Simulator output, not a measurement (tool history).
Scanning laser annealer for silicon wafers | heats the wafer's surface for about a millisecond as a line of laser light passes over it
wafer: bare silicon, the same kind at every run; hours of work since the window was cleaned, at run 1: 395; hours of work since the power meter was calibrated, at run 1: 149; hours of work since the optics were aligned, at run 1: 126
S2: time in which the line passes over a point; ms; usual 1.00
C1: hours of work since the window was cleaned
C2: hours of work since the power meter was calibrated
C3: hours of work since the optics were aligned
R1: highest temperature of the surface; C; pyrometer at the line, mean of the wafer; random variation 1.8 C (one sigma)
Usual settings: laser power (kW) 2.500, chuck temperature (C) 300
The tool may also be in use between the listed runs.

run 1 hour=0.0 | laser_power_(kW)=2.500 S2=1.00 chuck_temperature_(C)=300 | C1=395 C2=149 C3=126 | R1=1013
run 2 hour=6.2 | laser_power_(kW)=2.500 S2=1.00 chuck_temperature_(C)=300 | C1=399 C2=153 C3=129 | R1=1014
run 3 hour=15.8 | laser_power_(kW)=2.500 S2=1.00 chuck_temperature_(C)=300 | C1=404 C2=158 C3=135 | R1=1009
run 4 hour=22.3 | laser_power_(kW)=2.500 S2=1.00 chuck_temperature_(C)=300 | C1=408 C2=162 C3=139 | R1=1013
run 5 hour=35.2 | laser_power_(kW)=2.500 S2=1.00 chuck_temperature_(C)=300 | C1=415 C2=169 C3=146 | R1=1009
run 6 hour=44.0 | laser_power_(kW)=2.500 S2=0.91 chuck_temperature_(C)=300 | C1=420 C2=175 C3=151 | R1=971
run 7 hour=56.5 | laser_power_(kW)=2.500 S2=0.91 chuck_temperature_(C)=300 | C1=428 C2=182 C3=158 | R1=970
run 8 hour=67.7 | laser_power_(kW)=2.348 S2=0.91 chuck_temperature_(C)=300 | C1=434 C2=188 C3=165 | R1=930
run 9 hour=78.9 | laser_power_(kW)=2.348 S2=0.91 chuck_temperature_(C)=300 | C1=441 C2=195 C3=171 | R1=930
run 10 hour=92.3 | laser_power_(kW)=2.500 S2=1.00 chuck_temperature_(C)=300 | C1=448 C2=203 C3=179 | R1=1007
run 11 hour=100.3 | laser_power_(kW)=2.500 S2=1.00 chuck_temperature_(C)=300 | C1=453 C2=207 C3=184 | R1=1008
run 12 hour=107.9 | laser_power_(kW)=2.500 S2=1.00 chuck_temperature_(C)=300 | C1=458 C2=212 C3=188 | R1=1011
run 13 hour=116.8 | laser_power_(kW)=2.500 S2=0.78 chuck_temperature_(C)=326 | C1=463 C2=217 C3=193 | R1=939
run 14 hour=128.4 | laser_power_(kW)=2.500 S2=1.00 chuck_temperature_(C)=321 | C1=469 C2=223 C3=200 | R1=1025
run 15 hour=136.1 | laser_power_(kW)=2.143 S2=0.95 chuck_temperature_(C)=286 | C1=474 C2=228 C3=205 | R1=872
run 16 hour=147.6 | laser_power_(kW)=2.216 S2=0.88 chuck_temperature_(C)=314 | C1=480 C2=235 C3=211 | R1=893
run 17 hour=159.9 | laser_power_(kW)=2.216 S2=1.05 chuck_temperature_(C)=314 | C1=488 C2=242 C3=218 | R1=956
run 18 hour=168.8 | laser_power_(kW)=2.551 S2=1.21 chuck_temperature_(C)=288 | C1=493 C2=247 C3=223 | R1=1095
run 19 hour=181.4 | laser_power_(kW)=2.412 S2=1.02 chuck_temperature_(C)=300 | C1=500 C2=254 C3=231 | R1=991
run 20 hour=193.6 | laser_power_(kW)=2.143 S2=1.02 chuck_temperature_(C)=300 | C1=507 C2=261 C3=238 | R1=911
run 21 hour=200.8 | laser_power_(kW)=2.169 S2=1.03 chuck_temperature_(C)=313 | C1=511 C2=265 C3=242 | R1=933

Hidden state or all else? Some run-to-run changes of R1, split into what the settings, what came in and random variation would give without the hidden state, and what is left for the hidden state (with any gauge scatter that isn't in both results):
The hidden state here: light that passes the window, % of a clean one's; laser's true power over the reading, %; width of the line over the set one, %; drift of the gauge itself on peak_c, C.
Run 14 -> 15: laser power (kW) 2.500 -> 2.143, S2 1.00 -> 0.95, chuck temperature (C) 321 -> 286. R1 -153 C: hidden state +4, all else -157.
Run 17 -> 18: laser power (kW) 2.216 -> 2.551, S2 1.05 -> 1.21, chuck temperature (C) 314 -> 288. R1 +139 C: hidden state -8, all else +147.
Run 18 -> 19: laser power (kW) 2.551 -> 2.412, S2 1.21 -> 1.02, chuck temperature (C) 288 -> 300. R1 -104 C: hidden state +6, all else -110.

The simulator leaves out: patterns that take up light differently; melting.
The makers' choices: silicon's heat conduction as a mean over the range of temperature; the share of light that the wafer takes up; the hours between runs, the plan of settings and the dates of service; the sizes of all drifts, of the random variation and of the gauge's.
